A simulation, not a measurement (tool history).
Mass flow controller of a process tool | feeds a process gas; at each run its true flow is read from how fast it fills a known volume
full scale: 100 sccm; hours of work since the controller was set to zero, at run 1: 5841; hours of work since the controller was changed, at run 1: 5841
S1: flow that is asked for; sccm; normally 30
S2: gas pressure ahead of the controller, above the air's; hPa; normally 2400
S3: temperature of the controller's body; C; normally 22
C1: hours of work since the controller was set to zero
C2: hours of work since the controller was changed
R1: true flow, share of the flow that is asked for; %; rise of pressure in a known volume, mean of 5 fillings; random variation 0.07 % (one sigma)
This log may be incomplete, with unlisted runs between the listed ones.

run,hour,S1,S2,S3,C1,C2,R1
1,0.0,30,2400,22,5841,5841,97.92
2,519.9,30,2400,22,6097,6097,97.93
3,1025.5,30,2400,22,6345,6345,97.87
4,1545.0,30,2400,22,6600,6600,97.90
5,1809.7,30,2400,22,6730,6730,97.90
6,2153.6,12,2400,22,6899,6899,94.24
7,2595.9,12,2400,22,7116,7116,94.16
8,2937.8,30,2400,22,7284,7284,97.73
9,3410.8,30,2400,22,7516,7516,97.71
10,3825.2,30,2100,22,7720,7720,97.65
11,4139.2,30,2100,22,7874,7874,97.79
12,4416.7,30,2310,22,8010,8010,97.65
13,4808.2,30,2310,22,8202,8202,97.63
# hour 5325.1: controller's zero set anew
14,5326.9,16,2400,22,1,8457,92.23
15,5607.7,16,2400,22,139,8595,91.92
16,6023.0,16,2400,22,343,8798,92.03
17,6340.8,30,2400,22,499,8954,95.99
18,6686.7,30,2400,22,669,9124,96.01
19,7037.4,30,2400,22,841,9297,96.05
20,7280.8,97,2400,22,960,9416,100.22
21,7551.0,97,2400,22,1093,9549,100.29
# hour 7610.3: controller's zero set anew, once more
22,7892.6,97,2400,22,139,9716,101.58
23,8142.4,30,2400,22,261,9839,100.47
24,8468.1,30,2400,22,421,9999,100.38
25,8968.5,32,1990,22,667,10244,100.44
26,9180.9,32,1990,22,771,10349,100.47
27,9663.5,33,2490,22,1008,10586,100.34
28,10152.5,31,1960,31,1248,10826,100.83
29,10405.8,17,2400,23,1373,10950,99.59
30,10615.8,17,2400,23,1476,11053,99.65
31,10936.7,57,1900,38,1633,11211,101.73
32,11316.5,57,1900,38,1820,11397,101.74
33,11712.3,30,1940,22,2014,11592,100.23
34,12129.7,25,1940,27,2219,11797,100.15
35,12606.3,25,1940,27,2453,12031,100.11
36,12900.6,56,1940,27,2598,12175,101.27
37,13383.1,69,1680,40,2835,12412,102.17
# hour 13611.5: controller exchanged for a calibrated one
38,13618.9,32,1850,24,4,4,98.64
39,13876.7,32,1850,24,130,130,98.67
40,14194.5,32,1860,28,286,286,98.88
41,14620.8,16,2240,35,496,496,98.55
42,15057.9,41,2350,27,710,710,98.88
43,15454.0,41,2350,27,905,905,98.98
44,15949.9,26,2400,27,1148,1148,98.44
45,16222.2,26,2400,27,1282,1282,98.42
46,16724.6,26,2400,27,1529,1529,98.24
47,17068.0,30,2610,30,1697,1697,98.58
48,17533.4,30,2610,30,1926,1926,98.68

Alternative continuations, all from the tool just after run 48; predict every row:
A,17883.2,46,1410,31,2097,2097,?
B,17883.2,30,2150,22,2097,2097,?
C,17883.2,30,2240,34,2097,2097,?
D,17883.2,30,2400,29,2097,2097,?

run,R1
A,99.32
B,98.43
C,98.77
D,98.60
With no hidden state in the tool, these same runs would have given:
run,R1
A,99.40
B,98.73
C,99.07
D,98.90
